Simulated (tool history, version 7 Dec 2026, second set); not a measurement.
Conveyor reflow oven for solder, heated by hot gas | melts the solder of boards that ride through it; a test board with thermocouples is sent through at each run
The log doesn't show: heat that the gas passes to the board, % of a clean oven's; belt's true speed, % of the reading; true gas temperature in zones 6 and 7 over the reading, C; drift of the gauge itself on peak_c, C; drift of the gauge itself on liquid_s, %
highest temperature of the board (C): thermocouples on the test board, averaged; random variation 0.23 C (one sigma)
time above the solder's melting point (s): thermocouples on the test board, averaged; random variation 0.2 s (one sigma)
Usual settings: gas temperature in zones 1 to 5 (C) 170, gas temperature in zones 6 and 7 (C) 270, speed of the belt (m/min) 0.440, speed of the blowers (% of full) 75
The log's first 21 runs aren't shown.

run    hour  gas temperature in zones 1 to 5 (C)  gas temperature in zones 6 and 7 (C)  speed of the belt (m/min)  speed of the blowers (% of full)  hours of work since the flux was cleaned out  hours of work since the belt drive was overhauled  hours of work since the thermocouples were changed  highest temperature of the board (C)  time above the solder's melting point (s)
 22  1068.2                                  170                                   269                      0.440                                83                                            71                                                522                                                 856                                 257.8                                       76.5
 23  1116.6                                  170                                   269                      0.380                                83                                            95                                                546                                                 880                                 260.9                                       92.5
 24  1165.6                                  170                                   269                      0.380                                83                                           120                                                571                                                 905                                 260.3                                       92.3
 25  1225.8                                  170                                   269                      0.380                                83                                           150                                                601                                                 935                                 260.2                                       92.2
     1281.6  -- flux residue cleaned out of gas plates and filters
 26  1283.5                                  170                                   269                      0.380                                83                                             1                                                628                                                 962                                 261.0                                       93.1
 27  1328.3                                  170                                   269                      0.380                                83                                            23                                                650                                                 984                                 261.2                                       92.7
 28  1361.7                                  170                                   262                      0.375                                89                                            40                                                667                                                1001                                 255.0                                       90.0
 29  1401.4                                  183                                   283                      0.494                                74                                            60                                                687                                                1021                                 267.5                                       77.9
 30  1473.3                                  183                                   283                      0.494                                74                                            96                                                723                                                1057                                 267.1                                       77.9

Forecast each of these 4 alternatives for the next run:
  A  1518.9                                  170                                   278                      0.440                                75                                           119                                                746                                                1080                                     ?                                          ?
  B  1518.9                                  170                                   264                      0.440                                54                                           119                                                746                                                1080                                     ?                                          ?
  C  1518.9                                  155                                   283                      0.521                                74                                           119                                                746                                                1080                                     ?                                          ?
  D  1518.9                                  183                                   280                      0.494                                71                                           119                                                746                                                1080                                     ?                                          ?

run  highest temperature of the board (C)  time above the solder's melting point (s)
  A                                 263.8                                       80.6
  B                                 247.8                                       66.2
  C                                 259.7                                       59.3
  D                                 263.5                                       75.4
Without the tool's hidden state the same runs would have given:
run  highest temperature of the board (C)  time above the solder's melting point (s)
  A                                 265.8                                       81.2
  B                                 249.5                                       67.6
  C                                 262.1                                       60.5
  D                                 265.5                                       75.9
